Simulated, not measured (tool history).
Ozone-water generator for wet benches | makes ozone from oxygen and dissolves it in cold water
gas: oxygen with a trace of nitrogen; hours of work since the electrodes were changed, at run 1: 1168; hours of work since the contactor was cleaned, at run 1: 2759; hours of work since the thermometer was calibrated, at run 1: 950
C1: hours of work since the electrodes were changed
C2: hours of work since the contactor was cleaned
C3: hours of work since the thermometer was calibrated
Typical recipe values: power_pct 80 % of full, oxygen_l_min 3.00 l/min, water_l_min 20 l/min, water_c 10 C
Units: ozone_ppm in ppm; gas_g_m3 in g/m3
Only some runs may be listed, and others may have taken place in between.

Run 1, hour 0.0: usual settings; C1 1168; C2 2759; C3 950. Result: ozone_ppm 19.8 ppm, gas_g_m3 254.8 g/m3.
Run 2, hour 15.0: usual settings; C1 1182; C2 2773; C3 964. Result: ozone_ppm 19.7 ppm, gas_g_m3 255.7 g/m3.
Run 3, hour 34.1: usual settings; C1 1200; C2 2790; C3 981. Result: ozone_ppm 20.1 ppm, gas_g_m3 254.0 g/m3.
Run 4, hour 64.5: usual settings; C1 1227; C2 2818; C3 1009. Result: ozone_ppm 20.0 ppm, gas_g_m3 252.8 g/m3.
Run 5, hour 92.9: usual settings but oxygen_l_min 2.90 l/min; C1 1253; C2 2844; C3 1035. Result: ozone_ppm 19.6 ppm, gas_g_m3 254.1 g/m3.
Run 6, hour 108.6: usual settings but oxygen_l_min 2.90 l/min; C1 1268; C2 2858; C3 1049. Result: ozone_ppm 19.4 ppm, gas_g_m3 255.3 g/m3.
Run 7, hour 137.1: usual settings but oxygen_l_min 2.46 l/min; C1 1294; C2 2884; C3 1075. Result: ozone_ppm 18.2 ppm, gas_g_m3 270.8 g/m3.
Run 8, hour 157.3: usual settings but power_pct 61 % of full; C1 1312; C2 2903; C3 1094. Result: ozone_ppm 17.5 ppm, gas_g_m3 219.3 g/m3.
Run 9, hour 175.2: usual settings but power_pct 61 % of full; C1 1328; C2 2919; C3 1110. Result: ozone_ppm 17.4 ppm, gas_g_m3 219.1 g/m3.
Run 10, hour 191.0: usual settings but oxygen_l_min 4.79 l/min; C1 1343; C2 2934; C3 1124. Result: ozone_ppm 23.5 ppm, gas_g_m3 214.8 g/m3.
Run 11, hour 220.7: usual settings but power_pct 51 % of full, oxygen_l_min 2.08 l/min; C1 1370; C2 2961; C3 1151. Result: ozone_ppm 13.7 ppm, gas_g_m3 224.9 g/m3.
Run 12, hour 247.1: usual settings but power_pct 51 % of full, oxygen_l_min 2.08 l/min; C1 1394; C2 2985; C3 1176. Result: ozone_ppm 13.5 ppm, gas_g_m3 224.0 g/m3.
Run 13, hour 267.9: usual settings but power_pct 64 % of full, oxygen_l_min 2.90 l/min, water_l_min 16 l/min, water_c 5 C; C1 1413; C2 3004; C3 1195. Result: ozone_ppm 22.8 ppm, gas_g_m3 224.6 g/m3.
Run 14, hour 281.0: usual settings but power_pct 93 % of full, oxygen_l_min 2.75 l/min, water_l_min 13 l/min; C1 1425; C2 3016; C3 1207. Result: ozone_ppm 31.4 ppm, gas_g_m3 278.0 g/m3.
Run 15, hour 300.3: usual settings but power_pct 93 % of full, oxygen_l_min 2.75 l/min, water_l_min 13 l/min; C1 1443; C2 3033; C3 1224. Result: ozone_ppm 31.3 ppm, gas_g_m3 275.5 g/m3.
Run 16, hour 329.6: usual settings but power_pct 45 % of full, oxygen_l_min 1.62 l/min, water_l_min 22 l/min, water_c 7 C; C1 1469; C2 3060; C3 1251. Result: ozone_ppm 10.3 ppm, gas_g_m3 228.5 g/m3.

Measured result minus the same run's result without the hidden state. Both carry the same run-to-run variation, though not necessarily the same gauge scatter:
The tool's hidden condition here consists of: yield of the discharge, % of new electrodes'; contactor's efficiency, % of a clean one's; true water temperature over the reading, C; drift of the gauge itself on ozone_ppm, %; drift of the gauge itself on gas_g_m3, %.
run  gas_g_m3
  1      -0.2
  2      -0.5
  3      -0.8
  4      -1.4
  5      -2.0
  6      -2.3
  7      -2.9
  8      -2.7
  9      -3.0
 10      -3.2
 11      -3.8
 12      -4.3
 13      -4.7
 14      -6.1
 15      -6.5
 16      -5.9
ozone_ppm: at most 0.1 ppm away from the measurement, every run.
